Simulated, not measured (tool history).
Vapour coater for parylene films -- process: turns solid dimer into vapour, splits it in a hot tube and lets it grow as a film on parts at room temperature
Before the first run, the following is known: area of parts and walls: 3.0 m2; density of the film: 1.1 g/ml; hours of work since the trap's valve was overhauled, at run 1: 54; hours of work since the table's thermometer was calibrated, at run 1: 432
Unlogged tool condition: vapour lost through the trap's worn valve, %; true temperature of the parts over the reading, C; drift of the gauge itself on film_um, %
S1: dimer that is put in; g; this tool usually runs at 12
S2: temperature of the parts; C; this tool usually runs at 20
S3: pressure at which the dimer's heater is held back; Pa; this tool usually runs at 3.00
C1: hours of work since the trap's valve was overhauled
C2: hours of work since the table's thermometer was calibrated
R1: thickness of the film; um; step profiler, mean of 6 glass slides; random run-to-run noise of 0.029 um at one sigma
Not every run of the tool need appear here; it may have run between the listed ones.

| run | hour | S1 | S2 | S3 | C1 | C2 | R1 |
|---|---|---|---|---|---|---|---|
| 1 | 0.0 | 12 | 20 | 3.00 | 54 | 432 | 2.60 |
| 2 | 45.4 | 12 | 20 | 3.00 | 81 | 459 | 2.58 |
| 3 | 93.7 | 12 | 24 | 3.00 | 111 | 489 | 2.41 |
| 4 | 137.0 | 12 | 20 | 4.94 | 137 | 515 | 2.53 |
| 5 | 162.9 | 12 | 21 | 3.00 | 153 | 531 | 2.56 |
| 6 | 217.3 | 5 | 22 | 2.48 | 186 | 564 | 1.01 |
| 7 | 251.5 | 22 | 22 | 6.32 | 207 | 585 | 4.42 |
| 8 | 288.5 | 22 | 22 | 4.70 | 229 | 607 | 4.40 |
| 9 | 334.4 | 6 | 19 | 2.17 | 257 | 635 | 1.32 |

Forecast run 10:
| 10 | 376.2 | 5 | 20 | 3.00 | 282 | 660 | ? |

Run 10 measured R1 1.05 um.
With the hidden condition absent and the run-to-run variation left alone, this run would have shown R1 1.12 um.
